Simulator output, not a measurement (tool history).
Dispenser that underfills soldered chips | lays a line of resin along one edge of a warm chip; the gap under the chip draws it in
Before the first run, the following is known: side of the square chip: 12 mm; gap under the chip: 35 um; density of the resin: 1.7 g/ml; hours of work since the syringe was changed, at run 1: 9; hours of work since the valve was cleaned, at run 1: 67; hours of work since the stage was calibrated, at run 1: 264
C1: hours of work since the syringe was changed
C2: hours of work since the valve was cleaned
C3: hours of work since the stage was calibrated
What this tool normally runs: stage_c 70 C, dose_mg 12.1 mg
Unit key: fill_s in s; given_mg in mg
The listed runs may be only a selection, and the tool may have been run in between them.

Run 1, hour 0.0: usual settings; C1 9; C2 67; C3 264. Result: fill_s 261.8 s, given_mg 11.67 mg.
At hour 4.1: new syringe of resin.
Run 2, hour 7.5: usual settings; C1 3; C2 73; C3 269. Result: fill_s 146.1 s, given_mg 11.60 mg.
Run 3, hour 16.5: usual settings; C1 9; C2 79; C3 276. Result: fill_s 256.6 s, given_mg 11.64 mg.
At hour 20.1: new syringe of resin.
Run 4, hour 22.1: usual settings; C1 2; C2 83; C3 280. Result: fill_s 135.3 s, given_mg 11.37 mg.
Run 5, hour 26.6: usual settings but stage_c 71 C; C1 5; C2 87; C3 283. Result: fill_s 169.2 s, given_mg 11.53 mg.
Run 6, hour 33.2: usual settings but stage_c 71 C; C1 10; C2 92; C3 288. Result: fill_s 260.5 s, given_mg 11.49 mg.
At hour 36.1: new syringe of resin.
Run 7, hour 40.7: usual settings but stage_c 71 C; C1 3; C2 97; C3 293. Result: fill_s 158.3 s, given_mg 11.42 mg.
Run 8, hour 48.3: usual settings but stage_c 71 C; C1 9; C2 103; C3 299. Result: fill_s 249.2 s, given_mg 11.48 mg.
At hour 52.5: new syringe of resin.
Run 9, hour 52.7: usual settings but dose_mg 11.4 mg; C1 0; C2 106; C3 302. Result: fill_s 122.4 s, given_mg 10.67 mg.
Run 10, hour 62.5: usual settings but stage_c 61 C, dose_mg 11.6 mg; C1 7; C2 113; C3 309. Result: fill_s 374.8 s, given_mg 10.91 mg.
Run 11, hour 67.5: usual settings but stage_c 67 C, dose_mg 10.6 mg; C1 11; C2 117; C3 313. Result: fill_s 376.8 s, given_mg 9.80 mg.
At hour 68.6: new syringe of resin.
Run 12, hour 74.2: usual settings but stage_c 67 C, dose_mg 10.6 mg; C1 4; C2 122; C3 318. Result: fill_s 207.0 s, given_mg 9.88 mg.
Run 13, hour 78.7: usual settings but dose_mg 14.8 mg; C1 8; C2 125; C3 321. Result: fill_s 218.3 s, given_mg 13.77 mg.
At hour 84.7: new syringe of resin.
Run 14, hour 87.0: usual settings; C1 2; C2 131; C3 327. Result: fill_s 138.0 s, given_mg 11.01 mg.
At hour 90.2: dispensing valve cleaned and set on the balance.
Run 15, hour 94.7: usual settings but stage_c 62 C, dose_mg 11.4 mg; C1 7; C2 3; C3 332. Result: fill_s 329.1 s, given_mg 11.49 mg.
Run 16, hour 100.5: usual settings but stage_c 78 C, dose_mg 12.0 mg; C1 11; C2 8; C3 337. Result: fill_s 201.7 s, given_mg 11.89 mg.
At hour 102.1: new syringe of resin.
Run 17, hour 110.7: usual settings but stage_c 62 C, dose_mg 15.5 mg; C1 6; C2 15; C3 344. Result: fill_s 310.9 s, given_mg 15.30 mg.
Run 18, hour 115.6: usual settings but stage_c 68 C, dose_mg 10.9 mg; C1 10; C2 19; C3 348. Result: fill_s 318.2 s, given_mg 10.77 mg.

Consider 5 possible next runs. They are alternatives, not a sequence: every one starts from the tool as it was left by run 18. What does each give?
At hour 118.6: new syringe of resin.
Run A, hour 120.9: usual settings but stage_c 59 C, dose_mg 13.3 mg; C1 2; C2 22; C3 351. Result: fill_s ?, given_mg ?.
At hour 118.6: new syringe of resin.
Run B, hour 120.9: usual settings but stage_c 57 C, dose_mg 15.2 mg; C1 2; C2 22; C3 351. Result: fill_s ?, given_mg ?.
At hour 118.6: new syringe of resin.
Run C, hour 120.9: usual settings but stage_c 65 C, dose_mg 14.6 mg; C1 2; C2 22; C3 351. Result: fill_s ?, given_mg ?.
At hour 118.6: new syringe of resin.
Run D, hour 120.9: usual settings but stage_c 68 C, dose_mg 13.9 mg; C1 2; C2 22; C3 351. Result: fill_s ?, given_mg ?.
At hour 118.6: new syringe of resin.
Run E, hour 120.9: usual settings but stage_c 74 C, dose_mg 14.9 mg; C1 2; C2 22; C3 351. Result: fill_s ?, given_mg ?.

run  fill_s  given_mg
  A   239.5     13.14
  B   271.6     14.90
  C   171.5     14.38
  D   147.7     13.68
  E   107.1     14.72
Stripped of hidden state, with their random variation kept, the same runs would have yielded:
run  fill_s  given_mg
  A   218.7     13.32
  B   248.5     15.11
  C   156.5     14.58
  D   134.5     13.87
  E    97.4     14.92
